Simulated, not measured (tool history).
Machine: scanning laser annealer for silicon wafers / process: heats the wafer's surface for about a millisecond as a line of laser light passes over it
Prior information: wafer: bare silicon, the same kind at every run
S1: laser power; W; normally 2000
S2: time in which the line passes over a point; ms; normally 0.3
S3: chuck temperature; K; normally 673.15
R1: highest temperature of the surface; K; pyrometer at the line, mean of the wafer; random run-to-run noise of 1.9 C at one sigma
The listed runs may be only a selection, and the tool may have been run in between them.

run	hour	S1	S2	S3	R1
1	0	2000	0.3	673.15	1409.15
2	7.1	2000	0.3	673.15	1414.15
3	17.8	2000	0.3	673.15	1410.15
4	30.5	2000	0.3	673.15	1411.15
5	36.3	2055	0.3	673.15	1430.15
6	46	2055	0.3	673.15	1428.15
7	56.6	2000	0.282	673.15	1393.15
8	69	2000	0.282	673.15	1390.15
9	81.1	2000	0.282	673.15	1387.15
10	90.6	2000	0.282	673.15	1391.15
11	103	2000	0.3	673.15	1410.15
12	113.2	2000	0.3	673.15	1409.15
13	126.9	2000	0.3	673.15	1409.15
14	135.1	2000	0.243	673.15	1343.15
15	144	2000	0.243	673.15	1342.15
16	152.7	1813	0.235	698.15	1297.15
# hour 165.2: window over the wafer cleaned
17	165.6	1813	0.235	698.15	1323.15
18	173.3	1967	0.293	673.15	1413.15
19	183.2	1967	0.293	673.15	1418.15
20	192.6	2181	0.3	706.15	1532.15
21	198.7	2181	0.3	660.15	1483.15

Forecast run 22:
22	210.1	2028	0.224	689.15	?

R1: 1363.15 K
With the hidden condition absent and the run-to-run variation left alone, this run would have shown R1 1371.15 K.
